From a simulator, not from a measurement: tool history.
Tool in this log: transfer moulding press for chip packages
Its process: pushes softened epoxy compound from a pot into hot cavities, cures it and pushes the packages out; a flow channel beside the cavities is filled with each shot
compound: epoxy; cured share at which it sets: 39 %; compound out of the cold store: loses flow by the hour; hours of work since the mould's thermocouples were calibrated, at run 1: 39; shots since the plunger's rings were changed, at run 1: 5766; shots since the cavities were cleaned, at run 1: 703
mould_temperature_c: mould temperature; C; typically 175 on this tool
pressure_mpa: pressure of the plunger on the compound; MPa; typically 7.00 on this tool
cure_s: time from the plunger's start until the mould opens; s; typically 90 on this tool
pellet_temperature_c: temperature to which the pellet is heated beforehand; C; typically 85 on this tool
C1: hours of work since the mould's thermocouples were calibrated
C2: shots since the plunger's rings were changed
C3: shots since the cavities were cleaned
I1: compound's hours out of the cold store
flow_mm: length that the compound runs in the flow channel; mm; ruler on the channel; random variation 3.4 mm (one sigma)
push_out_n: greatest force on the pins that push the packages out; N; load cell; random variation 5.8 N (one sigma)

{"run": 1, "day": 0.0, "mould_temperature_c": 175, "pressure_mpa": 7.0, "cure_s": 90, "pellet_temperature_c": 85, "C1": 39, "C2": 5766, "C3": 703, "I1": 8.6, "flow_mm": 752, "push_out_n": 341}
{"day": 1.079, "done": "cavities cleaned with cleaning compound and waxed"}
{"run": 2, "day": 1.942, "mould_temperature_c": 175, "pressure_mpa": 7.0, "cure_s": 90, "pellet_temperature_c": 85, "C1": 63, "C2": 6202, "C3": 201, "I1": 15.1, "flow_mm": 731, "push_out_n": 261}
{"run": 3, "day": 3.196, "mould_temperature_c": 175, "pressure_mpa": 7.0, "cure_s": 77, "pellet_temperature_c": 85, "C1": 79, "C2": 6492, "C3": 491, "I1": 9.5, "flow_mm": 743, "push_out_n": 365}
{"day": 4.458, "done": "plunger's sealing rings changed"}
{"run": 4, "day": 4.696, "mould_temperature_c": 175, "pressure_mpa": 7.0, "cure_s": 77, "pellet_temperature_c": 85, "C1": 96, "C2": 55, "C3": 814, "I1": 26.1, "flow_mm": 758, "push_out_n": 393}
{"day": 5.221, "done": "cavities cleaned with cleaning compound and waxed"}
{"run": 5, "day": 6.496, "mould_temperature_c": 175, "pressure_mpa": 7.0, "cure_s": 90, "pellet_temperature_c": 85, "C1": 119, "C2": 458, "C3": 295, "I1": 42.9, "flow_mm": 725, "push_out_n": 280}
{"run": 6, "day": 8.046, "mould_temperature_c": 175, "pressure_mpa": 5.47, "cure_s": 90, "pellet_temperature_c": 85, "C1": 138, "C2": 817, "C3": 654, "I1": 21.1, "flow_mm": 681, "push_out_n": 328}
{"day": 9.35, "done": "cavities cleaned with cleaning compound and waxed"}
{"run": 7, "day": 10.521, "mould_temperature_c": 175, "pressure_mpa": 5.47, "cure_s": 90, "pellet_temperature_c": 85, "C1": 169, "C2": 1376, "C3": 272, "I1": 14.1, "flow_mm": 684, "push_out_n": 267}
{"run": 8, "day": 11.983, "mould_temperature_c": 175, "pressure_mpa": 5.47, "cure_s": 90, "pellet_temperature_c": 85, "C1": 188, "C2": 1715, "C3": 611, "I1": 34.2, "flow_mm": 643, "push_out_n": 321}
{"day": 13.55, "done": "cavities cleaned with cleaning compound and waxed"}
{"run": 9, "day": 13.758, "mould_temperature_c": 175, "pressure_mpa": 5.47, "cure_s": 90, "pellet_temperature_c": 85, "C1": 209, "C2": 2111, "C3": 48, "I1": 21.5, "flow_mm": 670, "push_out_n": 227}
{"run": 10, "day": 16.15, "mould_temperature_c": 175, "pressure_mpa": 5.47, "cure_s": 90, "pellet_temperature_c": 85, "C1": 240, "C2": 2665, "C3": 602, "I1": 21.7, "flow_mm": 663, "push_out_n": 337}
{"day": 17.775, "done": "cavities cleaned with cleaning compound and waxed"}
{"run": 11, "day": 18.088, "mould_temperature_c": 175, "pressure_mpa": 7.0, "cure_s": 90, "pellet_temperature_c": 85, "C1": 264, "C2": 3099, "C3": 72, "I1": 30.1, "flow_mm": 732, "push_out_n": 234}
{"run": 12, "day": 19.479, "mould_temperature_c": 175, "pressure_mpa": 7.0, "cure_s": 90, "pellet_temperature_c": 85, "C1": 282, "C2": 3422, "C3": 395, "I1": 25.9, "flow_mm": 733, "push_out_n": 299}
{"day": 21.904, "done": "cavities cleaned with cleaning compound and waxed"}
{"run": 13, "day": 22.083, "mould_temperature_c": 175, "pressure_mpa": 7.0, "cure_s": 90, "pellet_temperature_c": 85, "C1": 314, "C2": 4011, "C3": 42, "I1": 8.5, "flow_mm": 764, "push_out_n": 224}
{"run": 14, "day": 23.25, "mould_temperature_c": 175, "pressure_mpa": 7.0, "cure_s": 90, "pellet_temperature_c": 85, "C1": 329, "C2": 4281, "C3": 312, "I1": 31.4, "flow_mm": 719, "push_out_n": 285}
{"day": 24.512, "done": "mould's thermocouples calibrated"}
{"run": 15, "day": 25.454, "mould_temperature_c": 175, "pressure_mpa": 7.0, "cure_s": 123, "pellet_temperature_c": 94, "C1": 12, "C2": 4772, "C3": 803, "I1": 10.4, "flow_mm": 757, "push_out_n": 326}
{"day": 26.117, "done": "cavities cleaned with cleaning compound and waxed"}
{"run": 16, "day": 27.479, "mould_temperature_c": 178, "pressure_mpa": 7.0, "cure_s": 90, "pellet_temperature_c": 85, "C1": 37, "C2": 5227, "C3": 316, "I1": 16.6, "flow_mm": 728, "push_out_n": 284}
{"run": 17, "day": 28.979, "mould_temperature_c": 181, "pressure_mpa": 7.0, "cure_s": 90, "pellet_temperature_c": 76, "C1": 56, "C2": 5574, "C3": 663, "I1": 25.3, "flow_mm": 693, "push_out_n": 313}
{"day": 30.246, "done": "cavities cleaned with cleaning compound and waxed"}
{"run": 18, "day": 31.192, "mould_temperature_c": 181, "pressure_mpa": 5.52, "cure_s": 90, "pellet_temperature_c": 83, "C1": 84, "C2": 6072, "C3": 219, "I1": 42.9, "flow_mm": 587, "push_out_n": 254}
{"run": 19, "day": 32.746, "mould_temperature_c": 175, "pressure_mpa": 7.15, "cure_s": 90, "pellet_temperature_c": 93, "C1": 103, "C2": 6432, "C3": 579, "I1": 32.0, "flow_mm": 710, "push_out_n": 329}
{"day": 34.388, "done": "plunger's sealing rings changed"}
{"day": 34.45, "done": "cavities cleaned with cleaning compound and waxed"}
{"run": 20, "day": 35.683, "mould_temperature_c": 175, "pressure_mpa": 7.15, "cure_s": 85, "pellet_temperature_c": 84, "C1": 139, "C2": 285, "C3": 285, "I1": 8.9, "flow_mm": 811, "push_out_n": 296}
{"day": 38.496, "done": "cavities cleaned with cleaning compound and waxed"}
{"run": 21, "day": 38.533, "mould_temperature_c": 177, "pressure_mpa": 5.23, "cure_s": 121, "pellet_temperature_c": 76, "C1": 174, "C2": 932, "C3": 9, "I1": 31.8, "flow_mm": 643, "push_out_n": 203}
{"run": 22, "day": 40.508, "mould_temperature_c": 180, "pressure_mpa": 5.86, "cure_s": 79, "pellet_temperature_c": 85, "C1": 199, "C2": 1389, "C3": 466, "I1": 29.2, "flow_mm": 664, "push_out_n": 307}
{"day": 42.7, "done": "cavities cleaned with cleaning compound and waxed"}
{"run": 23, "day": 43.096, "mould_temperature_c": 180, "pressure_mpa": 5.86, "cure_s": 73, "pellet_temperature_c": 85, "C1": 232, "C2": 1974, "C3": 92, "I1": 43.9, "flow_mm": 633, "push_out_n": 242}
{"run": 24, "day": 44.925, "mould_temperature_c": 180, "pressure_mpa": 5.59, "cure_s": 120, "pellet_temperature_c": 93, "C1": 255, "C2": 2398, "C3": 516, "I1": 38.4, "flow_mm": 624, "push_out_n": 293}
{"day": 46.933, "done": "cavities cleaned with cleaning compound and waxed"}
{"run": 25, "day": 47.146, "mould_temperature_c": 170, "pressure_mpa": 6.32, "cure_s": 98, "pellet_temperature_c": 86, "C1": 282, "C2": 2898, "C3": 49, "I1": 47.4, "flow_mm": 670, "push_out_n": 239}
{"run": 26, "day": 49.929, "mould_temperature_c": 169, "pressure_mpa": 7.24, "cure_s": 113, "pellet_temperature_c": 95, "C1": 318, "C2": 3542, "C3": 693, "I1": 21.9, "flow_mm": 784, "push_out_n": 334}
{"day": 51.142, "done": "cavities cleaned with cleaning compound and waxed"}
{"run": 27, "day": 51.817, "mould_temperature_c": 169, "pressure_mpa": 7.24, "cure_s": 113, "pellet_temperature_c": 95, "C1": 341, "C2": 3965, "C3": 156, "I1": 25.0, "flow_mm": 772, "push_out_n": 261}

Alternative continuations, all from the tool just after run 27; predict every row:
{"day": 52.125, "done": "mould's thermocouples calibrated"}
{"run": "A", "day": 53.125, "mould_temperature_c": 175, "pressure_mpa": 7.0, "cure_s": 90, "pellet_temperature_c": 91, "C1": 13, "C2": 4249, "C3": 440, "I1": 35.8, "flow_mm": "?", "push_out_n": "?"}
{"day": 52.125, "done": "mould's thermocouples calibrated"}
{"run": "B", "day": 53.125, "mould_temperature_c": 169, "pressure_mpa": 5.91, "cure_s": 113, "pellet_temperature_c": 95, "C1": 13, "C2": 4249, "C3": 440, "I1": 30.7, "flow_mm": "?", "push_out_n": "?"}
{"day": 52.125, "done": "mould's thermocouples calibrated"}
{"run": "C", "day": 53.125, "mould_temperature_c": 169, "pressure_mpa": 7.0, "cure_s": 90, "pellet_temperature_c": 85, "C1": 13, "C2": 4249, "C3": 440, "I1": 13.2, "flow_mm": "?", "push_out_n": "?"}

run=A flow_mm=706 push_out_n=306
run=B flow_mm=676 push_out_n=307
run=C flow_mm=784 push_out_n=397
With the hidden condition removed and each run's random variation left untouched, the same runs would have given:
run=A flow_mm=740 push_out_n=210
run=B flow_mm=709 push_out_n=211
run=C flow_mm=822 push_out_n=276
